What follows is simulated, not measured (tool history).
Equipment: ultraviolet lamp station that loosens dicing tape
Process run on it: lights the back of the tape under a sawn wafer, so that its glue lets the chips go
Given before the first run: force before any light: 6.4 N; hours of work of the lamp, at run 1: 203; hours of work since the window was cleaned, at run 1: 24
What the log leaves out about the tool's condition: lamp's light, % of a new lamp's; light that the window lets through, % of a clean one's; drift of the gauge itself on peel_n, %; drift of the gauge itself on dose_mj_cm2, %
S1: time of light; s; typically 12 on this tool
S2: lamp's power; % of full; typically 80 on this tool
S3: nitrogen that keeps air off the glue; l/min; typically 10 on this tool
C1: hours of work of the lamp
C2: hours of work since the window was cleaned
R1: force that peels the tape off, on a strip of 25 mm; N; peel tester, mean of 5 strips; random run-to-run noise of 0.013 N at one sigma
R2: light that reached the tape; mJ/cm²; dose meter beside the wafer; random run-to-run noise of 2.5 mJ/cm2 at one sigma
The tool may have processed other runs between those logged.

run	hour	S1	S2	S3	C1	C2	R1	R2
1	0.0	12	80	10	203	24	0.653	287
2	8.7	12	80	10	210	30	0.655	288
3	16.2	12	80	10	216	36	0.660	283
4	24.7	12	80	10	222	43	0.685	285
5	32.8	12	80	10	228	49	0.668	282
6	41.7	12	80	10	235	56	0.670	283
7	48.9	12	80	10	241	61	0.673	284
8	56.8	12	80	10	247	67	0.693	280
9	65.2	12	80	10	254	74	0.677	278
10	70.0	12	61	10	257	78	1.048	213
11	78.7	12	80	10	264	84	0.702	281
12	83.4	12	80	10	268	88	0.696	278
13	89.6	12	80	10	272	93	0.699	278
14	94.2	20	80	10	276	96	0.312	466
15	104.1	20	80	10	284	104	0.315	462
16	114.1	14	80	10	291	112	0.549	324
# hour 115.4: window cleaned of glue's vapour
17	122.7	12	80	10	298	6	0.703	276
18	128.4	12	80	10	302	10	0.701	274
19	139.5	12	80	10	311	19	0.712	273
20	147.1	21	68	8	316	24	0.431	404
21	158.5	13	68	4	325	33	1.406	249
# hour 159.7: window cleaned of glue's vapour, once more
22	170.0	8	65	15	334	8	1.505	153
23	174.8	15	68	6	337	12	0.823	295
24	185.6	7	63	5	346	20	2.602	126
25	194.3	7	63	5	352	27	2.649	126
26	201.8	15	65	16	358	33	0.555	279
27	210.2	15	65	16	365	39	0.539	283
28	215.0	10	91	9	368	43	0.801	260
29	221.9	10	91	9	374	48	0.797	263
30	230.1	10	91	9	380	54	0.852	262
31	240.6	21	86	5	388	62	0.393	510
32	246.9	21	86	5	393	67	0.388	508
33	252.9	12	69	8	398	72	0.999	233
34	262.1	12	93	17	405	79	0.450	310
35	267.2	12	93	17	409	83	0.456	315
36	277.0	18	80	5	416	91	0.545	406
37	283.2	18	99	6	421	95	0.366	496

For some of the steps in R1 from one run to the next: how much would appear even if the tool had no hidden state, given the settings, what came in and random variation, and how much remains for the hidden state plus any gauge scatter that the measured result and the result without hidden state don't share?
Run 20 -> 21: S1 21 -> 13, S3 8 -> 4. R1 +0.975 N: hidden state +0.179, all else +0.796.
Run 23 -> 24: S1 15 -> 7, S2 68 -> 63, S3 6 -> 5. R1 +1.779 N: hidden state +0.113, all else +1.666.
Run 25 -> 26: S1 7 -> 15, S2 63 -> 65, S3 5 -> 16. R1 -2.094 N: hidden state -0.164, all else -1.930.
Run 32 -> 33: S1 21 -> 12, S2 86 -> 69, S3 5 -> 8. R1 +0.611 N: hidden state +0.133, all else +0.478.
